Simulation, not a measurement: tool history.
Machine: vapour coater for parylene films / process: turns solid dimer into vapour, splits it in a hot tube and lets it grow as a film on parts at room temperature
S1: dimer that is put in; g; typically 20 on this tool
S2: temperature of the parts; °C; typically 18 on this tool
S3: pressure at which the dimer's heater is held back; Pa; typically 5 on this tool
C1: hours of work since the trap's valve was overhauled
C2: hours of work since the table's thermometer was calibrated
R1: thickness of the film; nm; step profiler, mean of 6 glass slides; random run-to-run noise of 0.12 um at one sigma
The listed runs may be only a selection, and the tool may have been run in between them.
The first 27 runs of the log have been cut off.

{"run": 28, "hour": 621.8, "S1": 10, "S2": 28, "S3": 2.24, "C1": 126, "C2": 855, "R1": 5410}
{"hour": 648.0, "done": "trap's valve overhauled, once more"}
{"run": 29, "hour": 654.9, "S1": 20, "S2": 12, "S3": 5.77, "C1": 6, "C2": 879, "R1": 20350}
{"run": 30, "hour": 677.4, "S1": 31, "S2": 18, "S3": 8.71, "C1": 24, "C2": 897, "R1": 22650}
{"run": 31, "hour": 701.8, "S1": 8, "S2": 11, "S3": 8.71, "C1": 44, "C2": 917, "R1": 8050}
{"run": 32, "hour": 722.4, "S1": 8, "S2": 11, "S3": 8.71, "C1": 61, "C2": 934, "R1": 8060}
{"run": 33, "hour": 746.1, "S1": 10, "S2": 28, "S3": 2.64, "C1": 80, "C2": 953, "R1": 5600}
{"run": 34, "hour": 772.3, "S1": 34, "S2": 18, "S3": 2.64, "C1": 102, "C2": 975, "R1": 29940}
{"run": 35, "hour": 794.7, "S1": 34, "S2": 18, "S3": 2.64, "C1": 120, "C2": 993, "R1": 29680}
{"run": 36, "hour": 822.3, "S1": 34, "S2": 18, "S3": 5.66, "C1": 143, "C2": 1016, "R1": 26480}
{"run": 37, "hour": 854.6, "S1": 17, "S2": 14, "S3": 11.55, "C1": 169, "C2": 1042, "R1": 13960}
{"run": 38, "hour": 885.9, "S1": 14, "S2": 18, "S3": 5, "C1": 195, "C2": 1068, "R1": 11170}
{"run": 39, "hour": 912.3, "S1": 20, "S2": 15, "S3": 2.75, "C1": 216, "C2": 1089, "R1": 19790}
{"run": 40, "hour": 935.1, "S1": 20, "S2": 14, "S3": 2.75, "C1": 235, "C2": 1108, "R1": 20450}
{"run": 41, "hour": 964.1, "S1": 17, "S2": 12, "S3": 5, "C1": 259, "C2": 1132, "R1": 17270}
{"run": 42, "hour": 990.4, "S1": 17, "S2": 12, "S3": 5, "C1": 280, "C2": 1153, "R1": 17310}
{"run": 43, "hour": 1010.1, "S1": 33, "S2": 14, "S3": 2.58, "C1": 296, "C2": 1169, "R1": 33100}
{"run": 44, "hour": 1038.9, "S1": 33, "S2": 14, "S3": 2.58, "C1": 320, "C2": 1193, "R1": 33660}
{"run": 45, "hour": 1060.6, "S1": 33, "S2": 14, "S3": 2.58, "C1": 338, "C2": 1211, "R1": 33790}
{"run": 46, "hour": 1088.7, "S1": 20, "S2": 14, "S3": 5.14, "C1": 361, "C2": 1234, "R1": 18040}

Predict each of these 4 candidate next runs independently; none follows another, all start after run 46:
{"run": "A", "hour": 1113.9, "S1": 9, "S2": 14, "S3": 5.14, "C1": 381, "C2": 1254, "R1": "?"}
{"run": "B", "hour": 1113.9, "S1": 14, "S2": 20, "S3": 4.02, "C1": 381, "C2": 1254, "R1": "?"}
{"run": "C", "hour": 1113.9, "S1": 34, "S2": 27, "S3": 4.79, "C1": 381, "C2": 1254, "R1": "?"}
{"run": "D", "hour": 1113.9, "S1": 16, "S2": 29, "S3": 3.92, "C1": 381, "C2": 1254, "R1": "?"}

run=A R1=8270
run=B R1=10140
run=C R1=17550
run=D R1=7900
Stripped of hidden state, with their random variation kept, the same runs would have yielded:
run=A R1=8860
run=B R1=10870
run=C R1=18800
run=D R1=8460

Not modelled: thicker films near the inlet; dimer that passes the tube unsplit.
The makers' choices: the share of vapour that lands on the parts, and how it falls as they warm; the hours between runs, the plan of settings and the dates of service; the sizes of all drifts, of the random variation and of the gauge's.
